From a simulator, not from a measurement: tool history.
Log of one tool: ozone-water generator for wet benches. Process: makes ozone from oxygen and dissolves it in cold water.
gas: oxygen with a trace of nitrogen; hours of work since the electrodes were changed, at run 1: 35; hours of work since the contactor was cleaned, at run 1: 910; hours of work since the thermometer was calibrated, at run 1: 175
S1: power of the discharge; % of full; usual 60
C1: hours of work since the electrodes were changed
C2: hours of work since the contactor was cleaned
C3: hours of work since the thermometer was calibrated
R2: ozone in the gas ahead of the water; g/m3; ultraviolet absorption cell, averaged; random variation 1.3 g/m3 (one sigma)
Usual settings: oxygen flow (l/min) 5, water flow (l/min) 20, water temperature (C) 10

{"run": 1, "hour": 0.0, "S1": 60, "oxygen flow (l/min)": 5, "water flow (l/min)": 20, "water temperature (C)": 10, "C1": 35, "C2": 910, "C3": 175, "dissolved ozone (ppm)": 30.3, "R2": 232.1}
{"run": 2, "hour": 18.9, "S1": 60, "oxygen flow (l/min)": 5, "water flow (l/min)": 20, "water temperature (C)": 10, "C1": 47, "C2": 922, "C3": 186, "dissolved ozone (ppm)": 30.3, "R2": 230.7}
{"run": 3, "hour": 43.1, "S1": 60, "oxygen flow (l/min)": 5, "water flow (l/min)": 20, "water temperature (C)": 10, "C1": 62, "C2": 937, "C3": 201, "dissolved ozone (ppm)": 30, "R2": 234.7}
{"run": 4, "hour": 67.4, "S1": 60, "oxygen flow (l/min)": 5, "water flow (l/min)": 16, "water temperature (C)": 10, "C1": 77, "C2": 952, "C3": 216, "dissolved ozone (ppm)": 36.1, "R2": 231.7}
{"run": 5, "hour": 81.9, "S1": 72, "oxygen flow (l/min)": 5, "water flow (l/min)": 20, "water temperature (C)": 10, "C1": 86, "C2": 961, "C3": 226, "dissolved ozone (ppm)": 33.8, "R2": 256.6}
{"run": 6, "hour": 105.4, "S1": 72, "oxygen flow (l/min)": 5, "water flow (l/min)": 20, "water temperature (C)": 10, "C1": 100, "C2": 976, "C3": 240, "dissolved ozone (ppm)": 33.3, "R2": 257.2}
{"run": 7, "hour": 126.0, "S1": 72, "oxygen flow (l/min)": 5, "water flow (l/min)": 20, "water temperature (C)": 10, "C1": 113, "C2": 988, "C3": 253, "dissolved ozone (ppm)": 33.6, "R2": 254.8}
{"run": 8, "hour": 142.4, "S1": 60, "oxygen flow (l/min)": 5, "water flow (l/min)": 20, "water temperature (C)": 10, "C1": 123, "C2": 999, "C3": 263, "dissolved ozone (ppm)": 30.2, "R2": 230.6}
{"run": 9, "hour": 171.8, "S1": 60, "oxygen flow (l/min)": 5, "water flow (l/min)": 20, "water temperature (C)": 10, "C1": 142, "C2": 1017, "C3": 281, "dissolved ozone (ppm)": 30, "R2": 230.4}
{"run": 10, "hour": 204.9, "S1": 60, "oxygen flow (l/min)": 5, "water flow (l/min)": 20, "water temperature (C)": 10, "C1": 162, "C2": 1037, "C3": 302, "dissolved ozone (ppm)": 30.5, "R2": 230.8}
{"run": 11, "hour": 229.9, "S1": 98, "oxygen flow (l/min)": 5.66, "water flow (l/min)": 20, "water temperature (C)": 10, "C1": 178, "C2": 1053, "C3": 317, "dissolved ozone (ppm)": 39.8, "R2": 279.1}
{"run": 12, "hour": 253.1, "S1": 60, "oxygen flow (l/min)": 6.05, "water flow (l/min)": 27, "water temperature (C)": 9, "C1": 192, "C2": 1067, "C3": 332, "dissolved ozone (ppm)": 23.9, "R2": 206.1}
{"run": 13, "hour": 267.7, "S1": 64, "oxygen flow (l/min)": 5, "water flow (l/min)": 31, "water temperature (C)": 11, "C1": 201, "C2": 1076, "C3": 341, "dissolved ozone (ppm)": 20.8, "R2": 240.7}
{"run": 14, "hour": 284.1, "S1": 64, "oxygen flow (l/min)": 5, "water flow (l/min)": 31, "water temperature (C)": 11, "C1": 211, "C2": 1086, "C3": 351, "dissolved ozone (ppm)": 20.8, "R2": 237.4}
{"hour": 286.4, "done": "water thermometer calibrated"}
{"run": 15, "hour": 311.1, "S1": 64, "oxygen flow (l/min)": 5, "water flow (l/min)": 31, "water temperature (C)": 11, "C1": 228, "C2": 1103, "C3": 15, "dissolved ozone (ppm)": 20.9, "R2": 239.7}
{"run": 16, "hour": 329.8, "S1": 50, "oxygen flow (l/min)": 2.51, "water flow (l/min)": 20, "water temperature (C)": 18, "C1": 239, "C2": 1115, "C3": 27, "dissolved ozone (ppm)": 23.8, "R2": 317.9}
{"run": 17, "hour": 353.3, "S1": 63, "oxygen flow (l/min)": 4.04, "water flow (l/min)": 18, "water temperature (C)": 18, "C1": 254, "C2": 1129, "C3": 41, "dissolved ozone (ppm)": 30.7, "R2": 268.8}
{"hour": 366.1, "done": "water thermometer calibrated, once more"}
{"run": 18, "hour": 384.2, "S1": 88, "oxygen flow (l/min)": 8.38, "water flow (l/min)": 20, "water temperature (C)": 10, "C1": 273, "C2": 1148, "C3": 11, "dissolved ozone (ppm)": 36.1, "R2": 207.1}
{"run": 19, "hour": 402.0, "S1": 88, "oxygen flow (l/min)": 8.38, "water flow (l/min)": 20, "water temperature (C)": 16, "C1": 284, "C2": 1159, "C3": 22, "dissolved ozone (ppm)": 32.7, "R2": 211.5}
{"run": 20, "hour": 430.7, "S1": 88, "oxygen flow (l/min)": 8.38, "water flow (l/min)": 20, "water temperature (C)": 16, "C1": 301, "C2": 1177, "C3": 40, "dissolved ozone (ppm)": 32.9, "R2": 209.5}

3 ways to go on from here, each from the tool as it stands after run 20. What would each give?
{"run": "A", "hour": 453.0, "S1": 73, "oxygen flow (l/min)": 8.38, "water flow (l/min)": 22, "water temperature (C)": 7, "C1": 315, "C2": 1191, "C3": 54, "dissolved ozone (ppm)": "?", "R2": "?"}
{"run": "B", "hour": 453.0, "S1": 88, "oxygen flow (l/min)": 8.38, "water flow (l/min)": 20, "water temperature (C)": 17, "C1": 315, "C2": 1191, "C3": 54, "dissolved ozone (ppm)": "?", "R2": "?"}
{"run": "C", "hour": 453.0, "S1": 60, "oxygen flow (l/min)": 5, "water flow (l/min)": 20, "water temperature (C)": 8, "C1": 315, "C2": 1191, "C3": 54, "dissolved ozone (ppm)": "?", "R2": "?"}

run=A dissolved_ozone_(ppm)=32.2 R2=188.4
run=B dissolved_ozone_(ppm)=32.2 R2=210.2
run=C dissolved_ozone_(ppm)=30.5 R2=230.5
Without the tool's hidden state the same runs would have given:
run=A dissolved_ozone_(ppm)=32.7 R2=190
run=B dissolved_ozone_(ppm)=32.7 R2=212
run=C dissolved_ozone_(ppm)=30.9 R2=232.1
